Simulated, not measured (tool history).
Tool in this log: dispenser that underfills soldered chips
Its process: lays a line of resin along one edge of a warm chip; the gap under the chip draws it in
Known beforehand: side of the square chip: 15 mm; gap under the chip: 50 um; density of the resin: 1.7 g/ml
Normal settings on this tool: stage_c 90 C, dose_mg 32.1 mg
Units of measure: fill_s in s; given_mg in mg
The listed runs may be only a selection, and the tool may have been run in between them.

{"run": 1, "hour": 0.0, "stage_c": 90, "dose_mg": 32.1, "fill_s": 432.9, "given_mg": 31.98}
{"hour": 9.6, "done": "new syringe of resin"}
{"run": 2, "hour": 9.6, "stage_c": 104, "dose_mg": 32.1, "fill_s": 166.8, "given_mg": 31.89}
{"run": 3, "hour": 19.8, "stage_c": 104, "dose_mg": 32.1, "fill_s": 320.6, "given_mg": 31.68}
{"hour": 24.5, "done": "new syringe of resin"}
{"run": 4, "hour": 36.1, "stage_c": 104, "dose_mg": 32.1, "fill_s": 348.0, "given_mg": 31.75}
{"hour": 40.2, "done": "new syringe of resin"}
{"run": 5, "hour": 45.5, "stage_c": 90, "dose_mg": 32.1, "fill_s": 404.3, "given_mg": 31.28}
{"run": 6, "hour": 53.1, "stage_c": 90, "dose_mg": 32.1, "fill_s": 664.6, "given_mg": 31.13}
{"hour": 54.9, "done": "new syringe of resin"}
{"hour": 68.9, "done": "dispensing valve cleaned and set on the balance"}
{"run": 7, "hour": 69.0, "stage_c": 90, "dose_mg": 35.1, "fill_s": 692.3, "given_mg": 35.29}
{"hour": 71.4, "done": "new syringe of resin"}
{"run": 8, "hour": 76.5, "stage_c": 90, "dose_mg": 35.1, "fill_s": 410.1, "given_mg": 35.29}
{"hour": 86.2, "done": "new syringe of resin"}
{"run": 9, "hour": 91.5, "stage_c": 90, "dose_mg": 32.1, "fill_s": 406.9, "given_mg": 31.71}
{"hour": 101.0, "done": "new syringe of resin"}
{"run": 10, "hour": 103.5, "stage_c": 90, "dose_mg": 32.1, "fill_s": 344.1, "given_mg": 31.75}
{"run": 11, "hour": 112.8, "stage_c": 90, "dose_mg": 32.1, "fill_s": 638.1, "given_mg": 31.54}
{"hour": 116.3, "done": "new syringe of resin"}
{"run": 12, "hour": 130.2, "stage_c": 90, "dose_mg": 32.1, "fill_s": 717.7, "given_mg": 31.07}
{"hour": 131.4, "done": "new syringe of resin"}
{"hour": 134.1, "done": "stage's temperature calibrated"}
{"run": 13, "hour": 140.8, "stage_c": 88, "dose_mg": 32.1, "fill_s": 530.3, "given_mg": 31.35}
{"hour": 147.4, "done": "new syringe of resin"}
{"hour": 148.4, "done": "dispensing valve cleaned and set on the balance"}
{"run": 14, "hour": 149.9, "stage_c": 81, "dose_mg": 33.3, "fill_s": 462.7, "given_mg": 33.53}
{"run": 15, "hour": 158.3, "stage_c": 101, "dose_mg": 39.7, "fill_s": 336.2, "given_mg": 39.78}
{"hour": 163.7, "done": "new syringe of resin"}
{"run": 16, "hour": 170.3, "stage_c": 85, "dose_mg": 41.0, "fill_s": 538.4, "given_mg": 40.47}
{"hour": 179.6, "done": "new syringe of resin"}
{"run": 17, "hour": 182.7, "stage_c": 85, "dose_mg": 41.0, "fill_s": 420.1, "given_mg": 40.41}

Run 18 is up next; what results do you expect?
{"run": 18, "hour": 193.1, "stage_c": 95, "dose_mg": 33.8, "fill_s": "?", "given_mg": "?"}

fill_s: 546.2 s
given_mg: 33.29 mg
Take away the tool's hidden state, keep the run-to-run variation as it was, and the same run would have given fill_s 225.9 s, given_mg 34.01 mg.
